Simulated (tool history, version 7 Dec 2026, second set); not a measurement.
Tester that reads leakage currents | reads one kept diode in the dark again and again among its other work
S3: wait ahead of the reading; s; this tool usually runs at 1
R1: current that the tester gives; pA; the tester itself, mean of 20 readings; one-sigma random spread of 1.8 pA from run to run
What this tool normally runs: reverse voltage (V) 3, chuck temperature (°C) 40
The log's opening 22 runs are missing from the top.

-- hour=1324.3 probe card cleaned and baked
run 23 hour=1375.3 | reverse_voltage_(V)=10.35 chuck_temperature_(°C)=57 S3=1.65 | R1=4997.16
-- hour=1385 tester calibrated
run 24 hour=1464.6 | reverse_voltage_(V)=10.35 chuck_temperature_(°C)=57 S3=1.65 | R1=5056.56
run 25 hour=1526.3 | reverse_voltage_(V)=14.87 chuck_temperature_(°C)=40 S3=0.68 | R1=1495.68
run 26 hour=1585.5 | reverse_voltage_(V)=19.52 chuck_temperature_(°C)=31 S3=8.07 | R1=772.38
run 27 hour=1632.4 | reverse_voltage_(V)=19.52 chuck_temperature_(°C)=31 S3=8.07 | R1=776.34
run 28 hour=1672.5 | reverse_voltage_(V)=4.85 chuck_temperature_(°C)=31 S3=8.57 | R1=375.08
-- hour=1694.3 tester calibrated, once more
run 29 hour=1761.1 | reverse_voltage_(V)=5.05 chuck_temperature_(°C)=31 S3=7.1 | R1=379.59
run 30 hour=1831.7 | reverse_voltage_(V)=5.05 chuck_temperature_(°C)=31 S3=7.1 | R1=377.44
run 31 hour=1880.7 | reverse_voltage_(V)=5.05 chuck_temperature_(°C)=31 S3=7.1 | R1=380.74
run 32 hour=1942.2 | reverse_voltage_(V)=3 chuck_temperature_(°C)=36 S3=0.64 | R1=458.31
run 33 hour=2001.7 | reverse_voltage_(V)=4.3 chuck_temperature_(°C)=41 S3=0.66 | R1=865.02
run 34 hour=2047.2 | reverse_voltage_(V)=1.95 chuck_temperature_(°C)=41 S3=0.44 | R1=570.05
run 35 hour=2118.4 | reverse_voltage_(V)=1.95 chuck_temperature_(°C)=41 S3=0.44 | R1=573.27
run 36 hour=2187 | reverse_voltage_(V)=7.47 chuck_temperature_(°C)=40 S3=3.05 | R1=1063.08
run 37 hour=2234.3 | reverse_voltage_(V)=7.66 chuck_temperature_(°C)=55 S3=5.39 | R1=3741.45
run 38 hour=2304.2 | reverse_voltage_(V)=7.66 chuck_temperature_(°C)=55 S3=5.39 | R1=3750.95
run 39 hour=2385 | reverse_voltage_(V)=2.17 chuck_temperature_(°C)=50 S3=8.63 | R1=1309.23

Each row is a separate what-if for the run after 39, all from the same tool condition, not one after another. Results?
run A hour=2427.2 | reverse_voltage_(V)=2.17 chuck_temperature_(°C)=29 S3=2.91 | R1=?
run B hour=2427.2 | reverse_voltage_(V)=2.17 chuck_temperature_(°C)=46 S3=8.63 | R1=?
run C hour=2427.2 | reverse_voltage_(V)=9.94 chuck_temperature_(°C)=34 S3=8.63 | R1=?
run D hour=2427.2 | reverse_voltage_(V)=11.3 chuck_temperature_(°C)=23 S3=0.87 | R1=?

run=A R1=209.98
run=B R1=938.47
run=C R1=728.89
run=D R1=284.24
Without the tool's hidden state the same runs would have given:
run=A R1=184.91
run=B R1=839.37
run=C R1=643.49
run=D R1=246.76

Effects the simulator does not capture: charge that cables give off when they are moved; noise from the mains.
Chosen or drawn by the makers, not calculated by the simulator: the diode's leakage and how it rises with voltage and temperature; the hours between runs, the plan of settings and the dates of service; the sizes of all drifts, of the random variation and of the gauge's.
